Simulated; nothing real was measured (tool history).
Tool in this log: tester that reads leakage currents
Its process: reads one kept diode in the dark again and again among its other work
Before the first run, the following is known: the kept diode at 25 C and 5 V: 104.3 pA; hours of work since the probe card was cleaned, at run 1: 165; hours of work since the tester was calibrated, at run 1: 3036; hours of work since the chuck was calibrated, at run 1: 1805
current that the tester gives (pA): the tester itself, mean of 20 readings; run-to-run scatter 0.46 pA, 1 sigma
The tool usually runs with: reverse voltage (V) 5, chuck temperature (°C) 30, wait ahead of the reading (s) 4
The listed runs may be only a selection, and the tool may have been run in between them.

run	day	reverse voltage (V)	chuck temperature (°C)	wait ahead of the reading (s)	hours of work since the probe card was cleaned	hours of work since the tester was calibrated	hours of work since the chuck was calibrated	current that the tester gives (pA)
1	0	5	30	4	165	3036	1805	174.16
2	2.404	5	30	4	203	3075	1844	174.69
3	6.754	5	30	4	273	3144	1913	176.64
4	10.646	5	30	4	335	3206	1975	176.73
5	13.196	5	30	4	376	3247	2016	177.7
6	16.571	5	30	4	430	3301	2070	179.1
7	21.15	10.71	30	4	503	3374	2143	234.98
8	26.446	10.71	30	4	587	3459	2228	236.51
9	29.896	12.4	30	4	643	3514	2283	252.82
10	34.767	5	30	4	720	3592	2361	184.37
# day 37.804: chuck's temperature calibrated
# day 38.354: tester calibrated
11	40.321	11.33	30	4	806	31	39	212.34
12	43.892	5	30	6.88	863	88	96	159.07
13	49.283	1.14	30	6.88	950	175	182	94.97
14	52.717	5	30	7.46	1004	229	237	159.45
15	56.446	5	54	7.46	1064	289	296	843.23
16	60.15	5	54	2.15	1123	348	356	842.35
17	63.862	11.18	30	4	1183	408	415	221.58
18	68.288	5	30	4	1253	478	486	164.5
19	71.729	5	30	4	1308	533	541	166.21
20	74.838	7.77	47	0.94	1358	583	590	635.36
21	78.192	7.77	47	0.94	1412	637	644	633.1

Predict the results of run 22:
22	82.888	8.08	52	0.94	1487	712	719	?

For run 22 the tool returned current that the tester gives (pA) 898.48.
Minus the tool's unlogged condition, the same run would have read current that the tester gives (pA) 853.32.
